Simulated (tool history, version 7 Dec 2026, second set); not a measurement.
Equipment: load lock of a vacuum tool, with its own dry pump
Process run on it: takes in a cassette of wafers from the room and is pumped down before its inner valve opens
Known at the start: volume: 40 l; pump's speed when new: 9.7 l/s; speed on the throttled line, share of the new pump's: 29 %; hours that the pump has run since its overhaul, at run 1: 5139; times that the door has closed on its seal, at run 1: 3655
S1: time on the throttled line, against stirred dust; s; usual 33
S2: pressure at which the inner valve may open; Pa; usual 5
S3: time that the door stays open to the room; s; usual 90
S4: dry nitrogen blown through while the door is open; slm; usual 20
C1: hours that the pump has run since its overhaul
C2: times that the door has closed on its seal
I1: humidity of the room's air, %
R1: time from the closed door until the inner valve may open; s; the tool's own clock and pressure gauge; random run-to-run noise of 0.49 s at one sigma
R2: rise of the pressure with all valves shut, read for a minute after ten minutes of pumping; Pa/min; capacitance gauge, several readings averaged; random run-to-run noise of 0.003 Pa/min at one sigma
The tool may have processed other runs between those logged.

{"run": 1, "hour": 0.0, "S1": 33, "S2": 5, "S3": 90, "S4": 20, "C1": 5139, "C2": 3655, "I1": 42.3, "R1": 67.7, "R2": 0.082}
{"run": 2, "hour": 192.2, "S1": 33, "S2": 5, "S3": 76, "S4": 20, "C1": 5331, "C2": 3928, "I1": 45.1, "R1": 67.8, "R2": 0.077}
{"run": 3, "hour": 322.6, "S1": 33, "S2": 5, "S3": 90, "S4": 20, "C1": 5462, "C2": 4113, "I1": 47.2, "R1": 67.2, "R2": 0.089}
{"run": 4, "hour": 438.3, "S1": 33, "S2": 5, "S3": 90, "S4": 20, "C1": 5578, "C2": 4277, "I1": 47, "R1": 68.6, "R2": 0.096}
{"run": 5, "hour": 532.7, "S1": 33, "S2": 5, "S3": 92, "S4": 20, "C1": 5672, "C2": 4411, "I1": 45.8, "R1": 68.3, "R2": 0.093}
{"run": 6, "hour": 617.7, "S1": 33, "S2": 5, "S3": 92, "S4": 20, "C1": 5757, "C2": 4532, "I1": 47.7, "R1": 67.4, "R2": 0.095}
{"run": 7, "hour": 711.2, "S1": 31, "S2": 5, "S3": 92, "S4": 20, "C1": 5850, "C2": 4665, "I1": 44.6, "R1": 66.9, "R2": 0.091}
{"run": 8, "hour": 794.9, "S1": 31, "S2": 5, "S3": 92, "S4": 20, "C1": 5934, "C2": 4784, "I1": 45.2, "R1": 67.4, "R2": 0.096}
{"run": 9, "hour": 929.4, "S1": 31, "S2": 5, "S3": 92, "S4": 20, "C1": 6069, "C2": 4975, "I1": 46.2, "R1": 66.7, "R2": 0.103}
{"run": 10, "hour": 1020.8, "S1": 23, "S2": 5, "S3": 105, "S4": 7, "C1": 6160, "C2": 5105, "I1": 45.5, "R1": 62.1, "R2": 0.123}
{"run": 11, "hour": 1108.6, "S1": 23, "S2": 8, "S3": 144, "S4": 21, "C1": 6248, "C2": 5229, "I1": 46.1, "R1": 59.4, "R2": 0.122}
{"run": 12, "hour": 1214.9, "S1": 33, "S2": 5, "S3": 28, "S4": 5, "C1": 6354, "C2": 5380, "I1": 44.7, "R1": 68.2, "R2": 0.096}
{"run": 13, "hour": 1399.7, "S1": 33, "S2": 5, "S3": 28, "S4": 5, "C1": 6539, "C2": 5642, "I1": 41.4, "R1": 68.3, "R2": 0.087}
{"run": 14, "hour": 1581.0, "S1": 33, "S2": 5, "S3": 28, "S4": 5, "C1": 6720, "C2": 5900, "I1": 40.7, "R1": 69.2, "R2": 0.1}
{"run": 15, "hour": 1663.0, "S1": 33, "S2": 5, "S3": 28, "S4": 5, "C1": 6802, "C2": 6016, "I1": 43.9, "R1": 68.5, "R2": 0.103}
{"run": 16, "hour": 1827.8, "S1": 37, "S2": 4, "S3": 28, "S4": 5, "C1": 6967, "C2": 6250, "I1": 44.5, "R1": 72.2, "R2": 0.109}
{"run": 17, "hour": 1916.8, "S1": 37, "S2": 4, "S3": 28, "S4": 5, "C1": 7056, "C2": 6377, "I1": 46.3, "R1": 71.2, "R2": 0.109}

Selected run-to-run steps in R1, each split into two signed amounts: the part the tool would show with no hidden state at all (from settings, incoming material and random variation), and the remainder, which goes to the hidden state together with any gauge scatter not common to the measured and the hidden-state-free results:
Hidden conditions of the tool in this case: pump's speed, % of a new pump's; leak at the door's seal, Pa l/s; drift of the gauge itself on ready_s, %; drift of the gauge itself on rise_pa_min, %.
Run 9 -> 10: S1 31 -> 23, S3 92 -> 105, S4 20 -> 7. R1 -4.6 s: hidden state +0.4, all else -5.
Run 11 -> 12: S1 23 -> 33, S2 8 -> 5, S3 144 -> 28, S4 21 -> 5. R1 +8.8 s: hidden state +0.1, all else +8.7.
